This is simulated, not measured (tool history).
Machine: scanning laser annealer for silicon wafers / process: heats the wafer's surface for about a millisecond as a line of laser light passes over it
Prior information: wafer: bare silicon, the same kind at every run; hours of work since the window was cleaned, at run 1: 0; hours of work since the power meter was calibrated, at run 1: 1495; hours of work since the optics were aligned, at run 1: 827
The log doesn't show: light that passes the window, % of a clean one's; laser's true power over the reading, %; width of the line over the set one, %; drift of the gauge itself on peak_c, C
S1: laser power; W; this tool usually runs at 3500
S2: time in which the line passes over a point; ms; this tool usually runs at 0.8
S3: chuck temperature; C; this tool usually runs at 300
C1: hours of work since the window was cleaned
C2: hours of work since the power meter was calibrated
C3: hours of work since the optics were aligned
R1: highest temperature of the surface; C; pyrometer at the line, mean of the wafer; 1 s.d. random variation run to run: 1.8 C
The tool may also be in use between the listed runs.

run	hour	S1	S2	S3	C1	C2	C3	R1
1	0	3500	0.8	300	0	1495	827	1048
2	68.3	3500	0.8	300	46	1542	873	1043
3	116	3500	0.8	300	79	1574	905	1043
4	197.1	3500	0.8	300	134	1629	960	1036
5	265.6	3500	0.8	300	180	1676	1007	1034
6	322.6	3500	0.8	337	219	1714	1046	1066
# hour 401.8: optics aligned, line set to its width
7	403.2	3500	0.8	300	270	1766	1	1030
8	459.6	3500	0.8	300	309	1804	39	1029
9	519.7	3500	0.8	300	350	1845	80	1024
# hour 527.9: window over the wafer cleaned
10	578.2	3500	0.8	300	34	1883	118	1054
11	610.8	3500	0.8	300	56	1905	141	1049
12	673.6	3500	0.716	300	99	1948	183	1006
13	732.6	3500	0.716	300	139	1988	223	1004
14	795.1	3500	0.716	300	181	2030	266	999
15	844.7	3500	0.869	300	215	2064	299	1069
16	924.9	3500	0.869	300	270	2119	354	1066
17	996.5	3500	0.8	300	318	2167	403	1032
18	1030.6	3500	0.8	300	341	2190	426	1027
# hour 1049: window over the wafer cleaned
19	1085.1	3500	0.8	300	24	2226	461	1053
20	1162.9	3500	0.92	300	77	2279	514	1104
21	1202.3	3500	0.631	300	104	2306	541	957
22	1237.8	3844	0.8	290	128	2330	565	1108
23	1311.8	3844	0.8	290	178	2380	615	1101
24	1369	3844	0.8	290	217	2419	654	1098
25	1413.7	3670	0.629	272	248	2449	685	949
26	1475.1	3578	0.629	272	289	2491	726	928
27	1527.6	3578	0.629	272	325	2526	762	927
# hour 1568.2: window over the wafer cleaned
28	1591.7	3578	0.629	272	16	2569	804	952
29	1640.1	3578	0.629	272	49	2602	837	947

The next listed run, before its measurement:
30	1693.9	3067	0.747	290	85	2638	873	?

R1: 919 C
Take away the tool's hidden state, keep the run-to-run variation as it was, and the same run would have given R1 925 C.
